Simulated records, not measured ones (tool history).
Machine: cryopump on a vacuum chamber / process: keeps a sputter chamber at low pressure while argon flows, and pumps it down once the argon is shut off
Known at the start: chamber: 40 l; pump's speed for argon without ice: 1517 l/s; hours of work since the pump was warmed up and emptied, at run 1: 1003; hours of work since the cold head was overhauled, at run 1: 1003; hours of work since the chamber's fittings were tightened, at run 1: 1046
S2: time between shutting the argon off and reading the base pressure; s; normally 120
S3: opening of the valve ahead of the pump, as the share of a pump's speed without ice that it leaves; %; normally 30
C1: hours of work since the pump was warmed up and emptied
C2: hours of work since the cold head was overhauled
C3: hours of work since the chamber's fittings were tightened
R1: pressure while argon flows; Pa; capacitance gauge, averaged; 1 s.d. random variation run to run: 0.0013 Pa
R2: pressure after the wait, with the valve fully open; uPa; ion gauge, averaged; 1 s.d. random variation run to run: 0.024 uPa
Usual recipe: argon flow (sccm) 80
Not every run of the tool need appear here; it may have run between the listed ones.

{"run": 1, "hour": 0.0, "argon flow (sccm)": 80, "S2": 120, "S3": 30, "C1": 1003, "C2": 1003, "C3": 1046, "R1": 0.3452, "R2": 2}
{"run": 2, "hour": 42.9, "argon flow (sccm)": 80, "S2": 120, "S3": 30, "C1": 1020, "C2": 1020, "C3": 1064, "R1": 0.3453, "R2": 2.09}
{"run": 3, "hour": 84.2, "argon flow (sccm)": 80, "S2": 120, "S3": 30, "C1": 1037, "C2": 1037, "C3": 1080, "R1": 0.3445, "R2": 2.07}
{"hour": 100.5, "done": "pump warmed up, emptied and cooled again"}
{"run": 4, "hour": 148.9, "argon flow (sccm)": 80, "S2": 120, "S3": 30, "C1": 20, "C2": 1061, "C3": 1105, "R1": 0.3024, "R2": 1.63}
{"run": 5, "hour": 191.8, "argon flow (sccm)": 80, "S2": 120, "S3": 30, "C1": 37, "C2": 1079, "C3": 1122, "R1": 0.3004, "R2": 1.65}
{"run": 6, "hour": 225.1, "argon flow (sccm)": 80, "S2": 120, "S3": 30, "C1": 51, "C2": 1092, "C3": 1136, "R1": 0.3006, "R2": 1.66}
{"run": 7, "hour": 289.9, "argon flow (sccm)": 80, "S2": 120, "S3": 30, "C1": 77, "C2": 1119, "C3": 1162, "R1": 0.3, "R2": 1.61}
{"run": 8, "hour": 365.1, "argon flow (sccm)": 80, "S2": 120, "S3": 30, "C1": 108, "C2": 1149, "C3": 1193, "R1": 0.3011, "R2": 1.74}
{"run": 9, "hour": 398.6, "argon flow (sccm)": 80, "S2": 120, "S3": 30, "C1": 122, "C2": 1163, "C3": 1206, "R1": 0.3027, "R2": 1.77}
{"run": 10, "hour": 439.0, "argon flow (sccm)": 80, "S2": 120, "S3": 30, "C1": 138, "C2": 1179, "C3": 1223, "R1": 0.3024, "R2": 1.76}
{"run": 11, "hour": 478.0, "argon flow (sccm)": 80, "S2": 120, "S3": 30, "C1": 154, "C2": 1195, "C3": 1239, "R1": 0.3035, "R2": 1.77}
{"run": 12, "hour": 548.1, "argon flow (sccm)": 80, "S2": 120, "S3": 30, "C1": 182, "C2": 1224, "C3": 1267, "R1": 0.3042, "R2": 1.8}
{"run": 13, "hour": 602.1, "argon flow (sccm)": 80, "S2": 120, "S3": 30, "C1": 204, "C2": 1246, "C3": 1289, "R1": 0.3038, "R2": 1.81}
{"run": 14, "hour": 645.3, "argon flow (sccm)": 80, "S2": 120, "S3": 30, "C1": 222, "C2": 1264, "C3": 1307, "R1": 0.3029, "R2": 1.81}
{"run": 15, "hour": 716.8, "argon flow (sccm)": 80, "S2": 120, "S3": 31, "C1": 251, "C2": 1293, "C3": 1336, "R1": 0.296, "R2": 1.78}
{"run": 16, "hour": 762.3, "argon flow (sccm)": 80, "S2": 22, "S3": 30, "C1": 270, "C2": 1311, "C3": 1355, "R1": 0.3076, "R2": 5.13}
{"run": 17, "hour": 808.3, "argon flow (sccm)": 80, "S2": 22, "S3": 30, "C1": 288, "C2": 1330, "C3": 1373, "R1": 0.3063, "R2": 5.18}
{"run": 18, "hour": 884.4, "argon flow (sccm)": 80, "S2": 22, "S3": 30, "C1": 319, "C2": 1361, "C3": 1404, "R1": 0.3056, "R2": 5.21}
{"run": 19, "hour": 956.4, "argon flow (sccm)": 53, "S2": 261, "S3": 40, "C1": 349, "C2": 1390, "C3": 1434, "R1": 0.1556, "R2": 1.61}

Run 20 comes next. What will it give?
{"run": 20, "hour": 1022.8, "argon flow (sccm)": 45, "S2": 261, "S3": 18, "C1": 376, "C2": 1417, "C3": 1461, "R1": "?", "R2": "?"}

{"run 20": {"R1": 0.2854, "R2": 1.58}}
Had the tool carried no hidden state, the very same run would have given R1 0.2779 Pa, R2 0.52 uPa.
